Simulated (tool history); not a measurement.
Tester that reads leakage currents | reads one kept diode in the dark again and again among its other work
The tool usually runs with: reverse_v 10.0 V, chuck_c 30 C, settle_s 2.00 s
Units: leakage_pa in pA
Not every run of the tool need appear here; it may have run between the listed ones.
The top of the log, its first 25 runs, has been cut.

| run | hour | reverse_v | chuck_c | settle_s | hours of work since the probe card was cleaned | hours of work since the tester was calibrated | hours of work since the chuck was calibrated | leakage_pa |
|---|---|---|---|---|---|---|---|---|
| 26 | 657.3 | 1.6 | 54 | 6.01 | 112 | 1346 | 474 | 530.03 |
| 27 | 688.6 | 1.6 | 42 | 4.95 | 136 | 1370 | 498 | 240.54 |
| 28 | 706.7 | 13.7 | 30 | 2.00 | 150 | 1384 | 512 | 265.07 |
| 29 | 721.6 | 3.1 | 44 | 0.86 | 161 | 1395 | 524 | 366.35 |
| 30 | 738.1 | 3.1 | 29 | 0.86 | 174 | 1408 | 536 | 128.83 |
| 31 | 768.7 | 3.1 | 29 | 0.86 | 197 | 1431 | 560 | 129.37 |
| 32 | 789.9 | 10.0 | 35 | 2.00 | 214 | 1448 | 576 | 328.12 |
| 33 | 818.9 | 1.0 | 56 | 2.76 | 236 | 1470 | 598 | 484.15 |
| 34 | 840.2 | 1.0 | 56 | 1.94 | 252 | 1486 | 615 | 485.82 |
| 35 | 874.9 | 16.7 | 52 | 0.64 | 279 | 1513 | 641 | 1282.50 |
| 36 | 900.9 | 10.4 | 23 | 0.61 | 299 | 1533 | 661 | 142.09 |
| 37 | 922.3 | 10.4 | 23 | 0.61 | 315 | 1549 | 678 | 142.31 |
| 38 | 942.6 | 10.4 | 23 | 0.61 | 331 | 1565 | 693 | 141.44 |
| 39 | 961.3 | 2.3 | 57 | 2.00 | 345 | 1579 | 708 | 734.90 |

Here are 3 independent what-if runs from the current tool condition. What would each one return?
| A | 982.1 | 2.7 | 30 | 2.00 | 361 | 1595 | 724 | ? |
| B | 982.1 | 16.8 | 30 | 2.00 | 361 | 1595 | 724 | ? |
| C | 982.1 | 18.8 | 30 | 0.70 | 361 | 1595 | 724 | ? |

| run | leakage_pa |
|---|---|
| A | 129.17 |
| B | 289.20 |
| C | 306.45 |
Without the tool's hidden state the same runs would have given:
| run | leakage_pa |
|---|---|
| A | 135.28 |
| B | 300.49 |
| C | 318.09 |
